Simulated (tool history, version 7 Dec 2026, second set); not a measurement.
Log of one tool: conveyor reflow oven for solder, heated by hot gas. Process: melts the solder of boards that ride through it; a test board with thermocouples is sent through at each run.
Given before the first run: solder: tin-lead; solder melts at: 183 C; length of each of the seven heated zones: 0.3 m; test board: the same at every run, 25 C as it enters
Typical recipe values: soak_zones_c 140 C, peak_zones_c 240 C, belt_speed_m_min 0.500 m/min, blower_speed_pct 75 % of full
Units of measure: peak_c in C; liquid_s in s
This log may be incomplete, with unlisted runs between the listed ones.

run	hour	soak_zones_c	peak_zones_c	belt_speed_m_min	blower_speed_pct	peak_c	liquid_s
1	0.0	140	240	0.500	75	225.9	60.8
# hour 59.1: flux residue cleaned out of gas plates and filters
2	95.8	140	240	0.500	75	226.9	62.0
3	147.5	140	240	0.489	75	227.9	63.7
4	236.9	140	240	0.500	75	227.0	61.8
5	313.1	140	242	0.500	75	228.6	62.4
6	357.0	141	240	0.500	75	225.9	62.3
# hour 388.8: flux residue cleaned out of gas plates and filters
7	454.9	141	240	0.500	75	227.8	62.9
8	534.4	130	240	0.500	75	225.8	58.5
# hour 582.7: belt drive overhauled, speed set with a stopwatch
9	586.6	130	240	0.500	75	225.2	56.7
10	626.3	140	240	0.500	82	228.6	61.8
11	686.8	140	240	0.500	82	227.9	61.5
# hour 719.9: flux residue cleaned out of gas plates and filters
12	781.7	155	255	0.584	88	241.9	62.2
13	847.9	140	252	0.500	81	240.1	67.4
14	905.5	148	252	0.501	81	241.5	69.5
15	991.2	129	240	0.476	75	228.3	61.0
# hour 1048.1: flux residue cleaned out of gas plates and filters
16	1089.4	149	245	0.413	60	235.6	82.7
17	1182.4	140	246	0.599	75	228.4	50.6
18	1279.5	140	246	0.599	75	227.3	50.7
19	1358.5	126	251	0.500	78	236.1	62.2
# hour 1374.0: flux residue cleaned out of gas plates and filters
20	1443.2	140	240	0.500	73	228.5	62.5
21	1496.3	129	240	0.500	75	227.9	58.6
22	1565.4	137	236	0.500	50	216.5	52.3

Here are 5 independent what-if runs from the current tool condition. What would each one return?
# hour 1630.0: thermocouples of zones 6 and 7 changed
A	1638.1	146	240	0.500	72	?	?
# hour 1630.0: thermocouples of zones 6 and 7 changed
B	1638.1	140	234	0.500	75	?	?
# hour 1630.0: thermocouples of zones 6 and 7 changed
C	1638.1	138	231	0.500	54	?	?
# hour 1630.0: thermocouples of zones 6 and 7 changed
D	1638.1	140	236	0.490	50	?	?
# hour 1630.0: thermocouples of zones 6 and 7 changed
E	1638.1	141	231	0.558	50	?	?

run	peak_c	liquid_s
A	225.9	62.9
B	220.7	57.9
C	211.0	49.1
D	214.6	53.4
E	205.9	38.5
With the hidden condition removed and each run's random variation left untouched, the same runs would have given:
run	peak_c	liquid_s
A	226.5	62.7
B	221.3	57.9
C	211.4	49.2
D	215.0	53.3
E	206.4	38.7
